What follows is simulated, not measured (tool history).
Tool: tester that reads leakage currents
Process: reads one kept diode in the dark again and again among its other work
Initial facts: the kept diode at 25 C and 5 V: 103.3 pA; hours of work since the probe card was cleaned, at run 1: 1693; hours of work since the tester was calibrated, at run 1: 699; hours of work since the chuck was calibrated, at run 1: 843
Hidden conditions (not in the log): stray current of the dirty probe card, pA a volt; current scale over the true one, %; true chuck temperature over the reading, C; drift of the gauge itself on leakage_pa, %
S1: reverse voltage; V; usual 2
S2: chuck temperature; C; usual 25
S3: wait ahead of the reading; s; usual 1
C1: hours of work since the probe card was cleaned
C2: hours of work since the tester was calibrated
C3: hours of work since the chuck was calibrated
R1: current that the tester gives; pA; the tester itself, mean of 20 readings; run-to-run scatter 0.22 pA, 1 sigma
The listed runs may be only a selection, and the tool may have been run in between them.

run 1 hour=0 | S1=2 S2=25 S3=1 | C1=1693 C2=699 C3=843 | R1=74.72
run 2 hour=158.6 | S1=2 S2=25 S3=1 | C1=1775 C2=781 C3=925 | R1=75.8
run 3 hour=314.8 | S1=2 S2=25 S3=1 | C1=1856 C2=861 C3=1006 | R1=75.8
-- hour=325.5 probe card cleaned and baked
run 4 hour=442.6 | S1=2 S2=25 S3=1 | C1=61 C2=926 C3=1071 | R1=76.38
run 5 hour=516.5 | S1=2 S2=25 S3=1 | C1=99 C2=964 C3=1109 | R1=76.53
run 6 hour=618.4 | S1=3.85 S2=25 S3=1 | C1=151 C2=1017 C3=1161 | R1=101.7

For run 7, what comes out?
-- hour=636.1 probe card cleaned and baked, once more
run 7 hour=718.5 | S1=15.96 S2=32 S3=4.39 | C1=43 C2=1067 C3=1212 | R1=?

For run 7 the tool returned R1 303.32 pA.
Take away the tool's hidden state, keep the run-to-run variation as it was, and the same run would have given R1 290.57 pA.
